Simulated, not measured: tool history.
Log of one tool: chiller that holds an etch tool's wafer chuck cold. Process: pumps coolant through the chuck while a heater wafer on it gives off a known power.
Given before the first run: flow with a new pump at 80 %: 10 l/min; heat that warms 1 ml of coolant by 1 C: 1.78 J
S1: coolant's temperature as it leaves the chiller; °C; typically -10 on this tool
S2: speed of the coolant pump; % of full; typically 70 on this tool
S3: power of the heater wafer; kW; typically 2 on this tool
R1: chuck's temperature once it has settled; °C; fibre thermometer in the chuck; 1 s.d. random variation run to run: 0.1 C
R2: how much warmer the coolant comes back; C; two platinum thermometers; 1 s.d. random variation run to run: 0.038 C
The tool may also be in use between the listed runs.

| run | hour | S1 | S2 | S3 | R1 | R2 |
|---|---|---|---|---|---|---|
| 1 | 0 | -10 | 70 | 2 | 7.8 | 7.82 |
| 2 | 34.9 | -10 | 70 | 2 | 7.9 | 7.86 |
| 3 | 74.1 | -10 | 70 | 2 | 8 | 7.8 |
| 4 | 122.6 | -10 | 70 | 2 | 7.8 | 7.81 |
| 5 | 174.2 | -10 | 70 | 2 | 7.8 | 7.77 |
| 6 | 217.6 | -10 | 70 | 2 | 7.9 | 7.76 |
| 7 | 242.9 | -10 | 70 | 2 | 7.7 | 7.79 |
| 8 | 299.2 | -10 | 70 | 2 | 8 | 7.79 |
| 9 | 322.4 | -10 | 70 | 2 | 7.8 | 7.77 |
| 10 | 374.6 | -10 | 70 | 2 | 7.9 | 7.82 |
| 11 | 406.2 | -10 | 70 | 2 | 7.9 | 7.75 |
| 12 | 452.5 | -10 | 70 | 2 | 7.9 | 7.79 |
| 13 | 485.1 | -10 | 70 | 2 | 7.8 | 7.75 |
| 14 | 539.5 | -10 | 70 | 2 | 8 | 7.8 |
| 15 | 590.6 | -10 | 88 | 2 | 4.7 | 5.95 |
| 16 | 638.9 | -10 | 78 | 2 | 6.2 | 6.8 |
| 17 | 670.6 | -10 | 78 | 2 | 6.4 | 6.86 |
| 18 | 707.7 | -10 | 78 | 2 | 6.3 | 6.85 |
|  | 765 | coolant changed, channels flushed |
| 19 | 766.1 | -10 | 84 | 1.147 | -1.3 | 3.55 |
| 20 | 789.8 | -10 | 95 | 1.767 | 2.2 | 4.82 |
| 21 | 830.7 | -10 | 62 | 1.767 | 7.4 | 7.8 |
| 22 | 867.7 | -10 | 62 | 1.494 | 4.8 | 6.56 |
| 23 | 894.9 | -10 | 70 | 2 | 7.8 | 7.77 |
| 24 | 936.5 | -5 | 70 | 2 | 12.9 | 7.72 |
| 25 | 990 | -5 | 100 | 1.859 | 7.4 | 4.73 |
| 26 | 1039.7 | -10 | 73 | 1.859 | 6.2 | 6.81 |
| 27 | 1078.5 | -10 | 73 | 1.859 | 6 | 6.8 |
| 28 | 1122.2 | -2 | 75 | 1.348 | 9.3 | 4.69 |
| 29 | 1173.8 | -10 | 96 | 1.837 | 2.6 | 4.84 |
| 30 | 1197.9 | -10 | 96 | 1.837 | 2.4 | 4.88 |
| 31 | 1248.2 | -10 | 96 | 1.837 | 2.9 | 4.82 |

Each row is a separate what-if for the run after 31, all from the same tool condition, not one after another. Results?
| A | 1285.3 | -10 | 70 | 2.145 | ? | ? |
| B | 1285.3 | -7 | 79 | 2.924 | ? | ? |
| C | 1285.3 | -18 | 96 | 2.979 | ? | ? |

| run | R1 | R2 |
|---|---|---|
| A | 9.3 | 8.24 |
| B | 16.7 | 9.81 |
| C | 2.3 | 7.9 |
With no hidden state in the tool, these same runs would have given:
| run | R1 | R2 |
|---|---|---|
| A | 9.3 | 8.41 |
| B | 16.7 | 9.98 |
| C | 2.3 | 8.07 |

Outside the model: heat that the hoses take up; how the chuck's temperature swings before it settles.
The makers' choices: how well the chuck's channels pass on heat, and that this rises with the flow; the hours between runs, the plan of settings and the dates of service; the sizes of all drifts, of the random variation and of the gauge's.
